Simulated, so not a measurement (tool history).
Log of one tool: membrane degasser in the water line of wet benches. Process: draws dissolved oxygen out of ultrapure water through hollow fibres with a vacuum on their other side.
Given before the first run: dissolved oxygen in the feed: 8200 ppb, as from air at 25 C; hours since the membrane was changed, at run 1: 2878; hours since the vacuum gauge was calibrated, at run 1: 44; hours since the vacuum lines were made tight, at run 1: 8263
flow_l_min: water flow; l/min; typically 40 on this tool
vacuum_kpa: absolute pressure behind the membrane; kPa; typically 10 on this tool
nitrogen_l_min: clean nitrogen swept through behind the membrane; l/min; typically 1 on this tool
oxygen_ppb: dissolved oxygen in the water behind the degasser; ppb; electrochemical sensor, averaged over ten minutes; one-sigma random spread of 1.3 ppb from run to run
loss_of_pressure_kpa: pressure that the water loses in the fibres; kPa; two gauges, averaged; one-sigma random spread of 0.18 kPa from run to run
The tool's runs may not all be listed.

| run | hour | flow_l_min | vacuum_kpa | nitrogen_l_min | hours since the membrane was changed | hours since the vacuum gauge was calibrated | hours since the vacuum lines were made tight | oxygen_ppb | loss_of_pressure_kpa |
|---|---|---|---|---|---|---|---|---|---|
| 1 | 0 | 40 | 10 | 1 | 2878 | 44 | 8263 | 522.3 | 33.94 |
| 2 | 150.7 | 40 | 19.7 | 1 | 3028 | 195 | 8413 | 1175.5 | 33.64 |
| 3 | 301.5 | 40 | 19.7 | 1 | 3179 | 346 | 8564 | 1171.2 | 33.85 |
| 4 | 391.8 | 40 | 10 | 1 | 3269 | 436 | 8654 | 525.4 | 34.29 |
| 5 | 531.2 | 40 | 10 | 1 | 3409 | 575 | 8794 | 523.9 | 33.95 |
| 6 | 648.8 | 40 | 10 | 1 | 3526 | 693 | 8911 | 524.6 | 33.9 |
| 7 | 774.5 | 40 | 10 | 0.4 | 3652 | 819 | 9037 | 977.8 | 33.93 |
| 8 | 897.4 | 40 | 10 | 0.4 | 3775 | 941 | 9160 | 966.8 | 33.94 |
| 9 | 1029.6 | 40 | 10 | 2.77 | 3907 | 1074 | 9292 | 226.5 | 33.89 |
| 10 | 1186 | 40 | 10 | 1 | 4064 | 1230 | 9449 | 524.7 | 34.08 |
| 11 | 1329.5 | 40 | 10 | 1 | 4207 | 1374 | 9592 | 524.6 | 34 |
| 12 | 1414.2 | 40 | 10 | 1 | 4292 | 1458 | 9677 | 525.9 | 34.18 |
| 13 | 1506.8 | 40 | 10 | 1 | 4384 | 1551 | 9769 | 521.5 | 34.04 |
| 14 | 1601.7 | 40 | 10 | 1 | 4479 | 1646 | 9864 | 523.6 | 34.2 |
| 15 | 1701.7 | 40 | 10 | 1 | 4579 | 1746 | 9964 | 521.9 | 33.71 |

Run 16, settings as shown, results not yet in. Your forecast:
| 16 | 1787.3 | 40 | 10 | 1 | 4665 | 1831 | 10050 | ? | ? |

oxygen_ppb: 522.2 ppb
loss_of_pressure_kpa: 33.88 kPa
Without the tool's hidden state the same run would have given oxygen_ppb 522.1 ppb, loss_of_pressure_kpa 33.87 kPa.
